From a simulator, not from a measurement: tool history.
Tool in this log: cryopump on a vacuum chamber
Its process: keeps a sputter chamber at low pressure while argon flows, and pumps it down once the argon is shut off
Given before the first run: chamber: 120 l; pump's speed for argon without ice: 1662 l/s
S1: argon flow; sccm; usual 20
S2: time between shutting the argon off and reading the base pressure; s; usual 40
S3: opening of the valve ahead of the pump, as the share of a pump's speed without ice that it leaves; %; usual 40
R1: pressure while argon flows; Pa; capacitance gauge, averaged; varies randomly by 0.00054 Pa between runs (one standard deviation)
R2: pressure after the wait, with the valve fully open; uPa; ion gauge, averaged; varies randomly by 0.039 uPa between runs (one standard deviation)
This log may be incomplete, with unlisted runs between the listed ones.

run,day,S1,S2,S3,R1,R2
1,0.000,20,40,40,0.0520,3.20
2,2.962,20,51,40,0.0518,2.86
3,6.746,20,51,40,0.0528,3.08
4,10.642,20,51,40,0.0553,3.08
5,13.571,20,40,40,0.0569,3.62
6,18.183,20,40,43,0.0549,3.79
# day 18.604: pump warmed up, emptied and cooled again
7,21.788,20,40,40,0.0530,3.42
8,25.904,20,40,40,0.0554,3.54
9,28.450,20,40,22,0.0960,3.67
# day 29.008: leaking fittings of the chamber tightened, without venting
10,30.788,20,40,22,0.0987,2.35
11,34.204,33,39,40,0.0938,2.41
# day 37.383: pump warmed up, emptied and cooled again
12,39.104,20,40,35,0.0596,2.35

Predict the results of run 13:
13,43.900,20,40,24,?,?

{"run 13": {"R1": 0.0864, "R2": 2.41}}
Were there no unlogged condition in the tool, this run, its random variation unchanged, would have produced R1 0.0834 Pa, R2 2.24 uPa.

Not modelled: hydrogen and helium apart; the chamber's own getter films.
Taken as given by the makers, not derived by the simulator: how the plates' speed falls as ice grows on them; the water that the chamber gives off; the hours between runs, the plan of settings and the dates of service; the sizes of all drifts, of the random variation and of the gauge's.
